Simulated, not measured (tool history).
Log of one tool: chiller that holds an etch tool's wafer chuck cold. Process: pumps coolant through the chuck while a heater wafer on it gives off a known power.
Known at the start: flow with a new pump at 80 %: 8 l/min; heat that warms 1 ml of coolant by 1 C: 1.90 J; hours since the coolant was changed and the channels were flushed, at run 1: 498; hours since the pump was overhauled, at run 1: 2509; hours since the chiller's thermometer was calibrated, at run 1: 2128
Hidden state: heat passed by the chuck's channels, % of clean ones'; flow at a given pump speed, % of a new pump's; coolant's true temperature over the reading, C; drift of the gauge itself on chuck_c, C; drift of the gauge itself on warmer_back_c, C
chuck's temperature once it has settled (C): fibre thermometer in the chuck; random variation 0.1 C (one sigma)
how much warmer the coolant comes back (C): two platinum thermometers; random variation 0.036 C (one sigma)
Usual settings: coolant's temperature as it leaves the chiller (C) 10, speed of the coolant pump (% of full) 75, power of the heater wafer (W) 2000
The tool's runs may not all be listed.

run     day  coolant's temperature as it leaves the chiller (C)  speed of the coolant pump (% of full)  power of the heater wafer (W)  hours since the coolant was changed and the channels were flushed  hours since the pump was overhauled  hours since the chiller's thermometer was calibrated  chuck's temperature once it has settled (C)  how much warmer the coolant comes back (C)
  1   0.000                                                  10                                     75                           2000                                                                498                                 2509                                                  2128                                         28.4                                        8.81
  2   3.129                                                  10                                     75                           2000                                                                574                                 2584                                                  2203                                         28.6                                        8.89
  3   4.938                                                  11                                     75                           2000                                                                617                                 2627                                                  2247                                         29.6                                        8.79
  4   6.546                                                   8                                     75                           2000                                                                655                                 2666                                                  2285                                         26.7                                        8.74
  5  10.479                                                   8                                     75                           2000                                                                750                                 2760                                                  2380                                         26.7                                        8.88
  6  12.833                                                   8                                     75                           2000                                                                806                                 2817                                                  2436                                         26.8                                        8.85
  7  15.312                                                   8                                     75                           2000                                                                866                                 2876                                                  2496                                         26.7                                        8.87
  8  17.408                                                   8                                     75                           2000                                                                916                                 2927                                                  2546                                         26.8                                        8.87
  9  19.479                                                   8                                     75                           2000                                                                966                                 2976                                                  2596                                         26.9                                        8.92
 10  21.408                                                   8                                     75                           2000                                                               1012                                 3023                                                  2642                                         27.0                                        8.88
 11  23.529                                                  10                                     75                           2086                                                               1063                                 3074                                                  2693                                         29.9                                        9.31
 12  26.404                                                  10                                     75                           2930                                                               1132                                 3143                                                  2762                                         37.7                                       13.06
 13  28.321                                                  10                                     75                           1520                                                               1178                                 3189                                                  2808                                         24.7                                        6.76
 14  31.762                                                  10                                     71                           1520                                                               1261                                 3271                                                  2891                                         25.3                                        7.16
 15  34.375                                                  10                                     71                           1520                                                               1323                                 3334                                                  2953                                         25.6                                        7.14
 16  36.854                                                  10                                     71                           1520                                                               1383                                 3393                                                  3013                                         25.4                                        7.18
 17  39.208                                                  10                                     71                           1520                                                               1439                                 3450                                                  3069                                         25.4                                        7.14
 18  41.962                                                  13                                     76                           1626                                                               1506                                 3516                                                  3135                                         28.7                                        7.23
 19  45.733                                                  10                                     75                           1250                                                               1596                                 3607                                                  3226                                         22.3                                        5.60
 20  48.192                                                  10                                     75                           1250                                                               1655                                 3665                                                  3285                                         22.3                                        5.60
 21  50.771                                                  15                                     60                           1379                                                               1717                                 3727                                                  3347                                         31.8                                        7.83
 22  52.921                                                   7                                     61                           1379                                                               1768                                 3779                                                  3398                                         23.3                                        7.64
 23  54.904                                                   3                                     83                           1197                                                               1816                                 3827                                                  3446                                         14.1                                        4.90
 24  58.238                                                   3                                     83                           1197                                                               1896                                 3907                                                  3526                                         14.1                                        4.89
 25  61.992                                                   3                                     68                           2888                                                               1986                                 3997                                                  3616                                         34.2                                       14.48
 26  63.600                                                  10                                     75                           1016                                                               2025                                 4035                                                  3655                                         20.4                                        4.59
 27  65.388                                                  10                                     63                           2827                                                               2068                                 4078                                                  3698                                         42.9                                       15.31
 28  67.562                                                  14                                     63                           2987                                                               2120                                 4130                                                  3750                                         48.8                                       16.16
 29  69.717                                                   7                                     75                           2936                                                               2172                                 4182                                                  3801                                         36.5                                       13.32
 30  72.075                                                   7                                     62                           2289                                                               2228                                 4239                                                  3858                                         34.3                                       12.66
 31  74.058                                                  15                                     63                           2956                                                               2276                                 4286                                                  3906                                         50.0                                       16.08

Measured less the same run without the tool's hidden state. The same run-to-run variation is in both; the gauge's scatter may not be:
run  chuck's temperature once it has settled (C)  how much warmer the coolant comes back (C)
  1                                         +1.2                                       +0.37
  2                                         +1.3                                       +0.38
  3                                         +1.3                                       +0.39
  4                                         +1.4                                       +0.39
  5                                         +1.5                                       +0.41
  6                                         +1.5                                       +0.42
  7                                         +1.6                                       +0.42
  8                                         +1.7                                       +0.44
  9                                         +1.7                                       +0.44
 10                                         +1.8                                       +0.45
 11                                         +1.9                                       +0.47
 12                                         +2.5                                       +0.68
 13                                         +1.5                                       +0.36
 14                                         +1.7                                       +0.39
 15                                         +1.7                                       +0.39
 16                                         +1.8                                       +0.40
 17                                         +1.8                                       +0.41
 18                                         +1.8                                       +0.41
 19                                         +1.6                                       +0.33
 20                                         +1.6                                       +0.33
 21                                         +2.1                                       +0.48
 22                                         +2.1                                       +0.47
 23                                         +1.6                                       +0.30
 24                                         +1.7                                       +0.31
 25                                         +4.0                                       +0.93
 26                                         +1.6                                       +0.30
 27                                         +4.4                                       +1.00
 28                                         +4.7                                       +1.08
 29                                         +4.1                                       +0.90
 30                                         +3.9                                       +0.86
 31                                         +5.0                                       +1.11
